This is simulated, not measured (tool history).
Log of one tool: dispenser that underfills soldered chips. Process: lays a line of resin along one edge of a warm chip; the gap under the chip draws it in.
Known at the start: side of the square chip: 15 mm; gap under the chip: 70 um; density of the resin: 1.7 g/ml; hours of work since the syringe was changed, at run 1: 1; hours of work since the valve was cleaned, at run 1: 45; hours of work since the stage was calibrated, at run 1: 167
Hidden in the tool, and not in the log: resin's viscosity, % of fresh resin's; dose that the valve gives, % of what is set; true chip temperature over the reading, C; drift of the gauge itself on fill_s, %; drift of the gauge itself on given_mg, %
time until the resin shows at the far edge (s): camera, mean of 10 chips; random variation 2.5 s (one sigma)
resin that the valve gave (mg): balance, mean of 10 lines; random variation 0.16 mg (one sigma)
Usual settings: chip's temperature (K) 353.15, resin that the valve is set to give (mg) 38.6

run,day,chip's temperature (K),resin that the valve is set to give (mg),hours of work since the syringe was changed,hours of work since the valve was cleaned,hours of work since the stage was calibrated,time until the resin shows at the far edge (s),resin that the valve gave (mg)
1,0,353.15,38.6,1,45,167,270.3,37.11
2,0.25,353.15,38.6,6,50,172,348.2,37.21
# day 0.571: new syringe of resin
3,0.771,353.15,38.6,4,60,182,305.8,36.63
4,1.05,353.15,38.6,9,65,187,400.4,36.67
# day 1.196: new syringe of resin
5,1.496,342.15,38.6,6,73,195,535.4,36.74
6,1.754,342.15,38.6,11,78,200,672.5,36.38
# day 1.842: new syringe of resin
# day 2.071: dispensing valve cleaned and set on the balance
7,2.112,342.15,38.6,4,1,206,489.8,38.67
# day 2.533: new syringe of resin
8,2.596,353.15,38.6,1,10,215,279.4,38.29
9,2.954,353.15,49.9,8,17,222,379.6,49.29
# day 3.196: new syringe of resin
10,3.417,353.15,49.9,4,25,230,314.6,49
# day 3.842: new syringe of resin
11,3.858,353.15,49.9,0,33,239,260.8,48.63
12,4.196,353.15,49.9,7,40,245,355.9,48.4
# day 4.492: new syringe of resin
13,4.512,353.15,49.9,0,46,251,262.3,48.61
14,4.767,353.15,38.6,5,50,256,344.6,37.21
# day 5.129: new syringe of resin
15,5.312,347.15,38.6,3,61,266,409.9,37.01
# day 5.796: new syringe of resin
16,5.879,347.15,38.6,2,71,276,367,36.79
17,6.229,347.15,38.6,8,78,283,516.1,36.4
# day 6.429: new syringe of resin
# day 6.546: dispensing valve cleaned and set on the balance
18,6.767,347.15,38.6,6,4,292,441.7,38.68
# day 7.108: new syringe of resin
19,7.15,347.15,38.6,1,11,299,355.9,37.99
20,7.575,352.15,49.4,9,19,307,418.2,48.4
# day 7.771: new syringe of resin
21,8.046,364.15,36.9,5,28,316,235.3,36.24
22,8.342,364.15,35.2,11,34,322,316.6,34.43
# day 8.425: new syringe of resin
23,8.688,364.15,35.2,5,40,328,233.2,34.03
24,8.938,364.15,35.2,10,45,333,301.2,34.02
# day 9.05: new syringe of resin
25,9.262,364.15,35.2,4,51,339,229.1,34.05
26,9.612,359.15,38.6,11,57,345,371.5,36.97
# day 9.696: new syringe of resin
27,9.883,353.15,49.7,4,62,350,312.6,47.61
28,10.304,367.15,48.8,12,70,358,273.5,46.58
# day 10.35: new syringe of resin
29,10.571,367.15,48.8,4,75,363,195.1,46.19
30,10.825,350.15,36.8,9,80,368,489,34.72
# day 10.983: new syringe of resin
# day 11.025: dispensing valve cleaned and set on the balance
31,11.188,350.15,36.8,3,3,374,352.1,36.39
# day 11.667: new syringe of resin
32,11.696,350.15,36.8,1,13,383,324.2,36.56
33,12.062,361.15,47.5,8,20,390,292.4,46.8
# day 12.321: new syringe of resin
34,12.575,361.15,47.5,5,29,400,254.9,46.56
# day 12.967: new syringe of resin
35,13.083,361.15,47.5,2,39,409,221.2,46.22
36,13.346,344.15,42.4,7,44,414,569.7,40.72

Hidden state at the last listed run before each entry between runs and at the first one after, where it differs:
Between runs 2 and 3: new syringe of resin (day 0.571)
  resin's viscosity, % of fresh resin's: 134.3 -> 119.1; dose that the valve gives, % of what is set: 96.24 -> 95.56; true chip temperature over the reading, C: -1.42 -> -1.49
  measured less the result without the state, time until the resin shows at the far edge (s): +104.3 -> +65.6; resin that the valve gave (mg): -1.45 -> -1.71
Between runs 4 and 5: new syringe of resin (day 1.196)
  resin's viscosity, % of fresh resin's: 154.5 -> 131; dose that the valve gives, % of what is set: 95.23 -> 94.59; true chip temperature over the reading, C: -1.53 -> -1.6
  measured less the result without the state, time until the resin shows at the far edge (s): +158.7 -> +157.1; resin that the valve gave (mg): -1.83 -> -2.1
Between runs 6 and 7: new syringe of resin (day 1.842); dispensing valve cleaned and set on the balance (day 2.071)
  resin's viscosity, % of fresh resin's: 166.5 -> 123.1; dose that the valve gives, % of what is set: 94.24 -> 100.17; true chip temperature over the reading, C: -1.63 -> -1.68
  measured less the result without the state, time until the resin shows at the far edge (s): +299.6 -> +118; resin that the valve gave (mg): -2.22 -> +0.06
Between runs 7 and 8: new syringe of resin (day 2.533)
  resin's viscosity, % of fresh resin's: 123.1 -> 106.3; dose that the valve gives, % of what is set: 100.17 -> 99.54; true chip temperature over the reading, C: -1.68 -> -1.75
  measured less the result without the state, time until the resin shows at the far edge (s): +118 -> +33.9; resin that the valve gave (mg): +0.06 -> -0.18
Between runs 9 and 10: new syringe of resin (day 3.196)
  resin's viscosity, % of fresh resin's: 148.5 -> 123.9; dose that the valve gives, % of what is set: 99.06 -> 98.45; true chip temperature over the reading, C: -1.8 -> -1.87
  measured less the result without the state, time until the resin shows at the far edge (s): +141.1 -> +78.3; resin that the valve gave (mg): -0.47 -> -0.77
Between runs 10 and 11: new syringe of resin (day 3.842)
  resin's viscosity, % of fresh resin's: 123.9 -> 102.3; dose that the valve gives, % of what is set: 98.45 -> 97.85; true chip temperature over the reading, C: -1.87 -> -1.93
  measured less the result without the state, time until the resin shows at the far edge (s): +78.3 -> +24.3; resin that the valve gave (mg): -0.77 -> -1.07
Between runs 12 and 13: new syringe of resin (day 4.492)
  resin's viscosity, % of fresh resin's: 139.9 -> 102.4; dose that the valve gives, % of what is set: 97.39 -> 96.98; true chip temperature over the reading, C: -1.98 -> -2.02
  measured less the result without the state, time until the resin shows at the far edge (s): +120.5 -> +25.6; resin that the valve gave (mg): -1.3 -> -1.51
Between runs 14 and 15: new syringe of resin (day 5.129)
  resin's viscosity, % of fresh resin's: 130.1 -> 119.5; dose that the valve gives, % of what is set: 96.58 -> 95.79; true chip temperature over the reading, C: -2.06 -> -2.14
  measured less the result without the state, time until the resin shows at the far edge (s): +101.5 -> +97.8; resin that the valve gave (mg): -1.31 -> -1.62
Between runs 15 and 16: new syringe of resin (day 5.796)
  resin's viscosity, % of fresh resin's: 119.5 -> 107.6; dose that the valve gives, % of what is set: 95.79 -> 94.99; true chip temperature over the reading, C: -2.14 -> -2.22
  measured less the result without the state, time until the resin shows at the far edge (s): +97.8 -> +58.1; resin that the valve gave (mg): -1.62 -> -1.94
Between runs 17 and 18: new syringe of resin (day 6.429); dispensing valve cleaned and set on the balance (day 6.546)
  resin's viscosity, % of fresh resin's: 148.8 -> 131.6; dose that the valve gives, % of what is set: 94.49 -> 99.73; true chip temperature over the reading, C: -2.28 -> -2.35
  measured less the result without the state, time until the resin shows at the far edge (s): +203.1 -> +136.3; resin that the valve gave (mg): -2.13 -> -0.1
Between runs 18 and 19: new syringe of resin (day 7.108)
  resin's viscosity, % of fresh resin's: 131.6 -> 105; dose that the valve gives, % of what is set: 99.73 -> 99.26; true chip temperature over the reading, C: -2.35 -> -2.41
  measured less the result without the state, time until the resin shows at the far edge (s): +136.3 -> +48.2; resin that the valve gave (mg): -0.1 -> -0.28
Between runs 20 and 21: new syringe of resin (day 7.771)
  resin's viscosity, % of fresh resin's: 156 -> 131.1; dose that the valve gives, % of what is set: 98.68 -> 98.05; true chip temperature over the reading, C: -2.46 -> -2.53
  measured less the result without the state, time until the resin shows at the far edge (s): +174.6 -> +72.4; resin that the valve gave (mg): -0.65 -> -0.72
Between runs 22 and 23: new syringe of resin (day 8.425)
  resin's viscosity, % of fresh resin's: 172.7 -> 127.4; dose that the valve gives, % of what is set: 97.65 -> 97.22; true chip temperature over the reading, C: -2.57 -> -2.62
  measured less the result without the state, time until the resin shows at the far edge (s): +150.6 -> +68.2; resin that the valve gave (mg): -0.83 -> -0.98
Between runs 24 and 25: new syringe of resin (day 9.05)
  resin's viscosity, % of fresh resin's: 160.9 -> 121.9; dose that the valve gives, % of what is set: 96.9 -> 96.5; true chip temperature over the reading, C: -2.66 -> -2.7
  measured less the result without the state, time until the resin shows at the far edge (s): +132.7 -> +60.3; resin that the valve gave (mg): -1.08 -> -1.24
Between runs 26 and 27: new syringe of resin (day 9.696)
  resin's viscosity, % of fresh resin's: 169.4 -> 117.5; dose that the valve gives, % of what is set: 95.98 -> 95.63; true chip temperature over the reading, C: -2.75 -> -2.79
  measured less the result without the state, time until the resin shows at the far edge (s): +175.3 -> +74.2; resin that the valve gave (mg): -1.55 -> -2.18
Between runs 28 and 29: new syringe of resin (day 10.35)
  resin's viscosity, % of fresh resin's: 174 -> 122.9; dose that the valve gives, % of what is set: 95.09 -> 94.71; true chip temperature over the reading, C: -2.85 -> -2.88
  measured less the result without the state, time until the resin shows at the far edge (s): +131.8 -> +52.4; resin that the valve gave (mg): -2.41 -> -2.58
Between runs 30 and 31: new syringe of resin (day 10.983); dispensing valve cleaned and set on the balance (day 11.025)
  resin's viscosity, % of fresh resin's: 155.7 -> 114.6; dose that the valve gives, % of what is set: 94.4 -> 99.51; true chip temperature over the reading, C: -2.92 -> -2.96
  measured less the result without the state, time until the resin shows at the far edge (s): +213.1 -> +78.8; resin that the valve gave (mg): -2.07 -> -0.18
Between runs 31 and 32: new syringe of resin (day 11.667)
  resin's viscosity, % of fresh resin's: 114.6 -> 103.3; dose that the valve gives, % of what is set: 99.51 -> 98.83; true chip temperature over the reading, C: -2.96 -> -3.03
  measured less the result without the state, time until the resin shows at the far edge (s): +78.8 -> +46.3; resin that the valve gave (mg): -0.18 -> -0.43
Between runs 33 and 34: new syringe of resin (day 12.321)
  resin's viscosity, % of fresh resin's: 145.6 -> 127.7; dose that the valve gives, % of what is set: 98.36 -> 97.74; true chip temperature over the reading, C: -3.09 -> -3.16
  measured less the result without the state, time until the resin shows at the far edge (s): +113.3 -> +77.7; resin that the valve gave (mg): -0.78 -> -1.08
Between runs 34 and 35: new syringe of resin (day 12.967)
  resin's viscosity, % of fresh resin's: 127.7 -> 112.3; dose that the valve gives, % of what is set: 97.74 -> 97.05; true chip temperature over the reading, C: -3.16 -> -3.24
  measured less the result without the state, time until the resin shows at the far edge (s): +77.7 -> +46.5; resin that the valve gave (mg): -1.08 -> -1.41
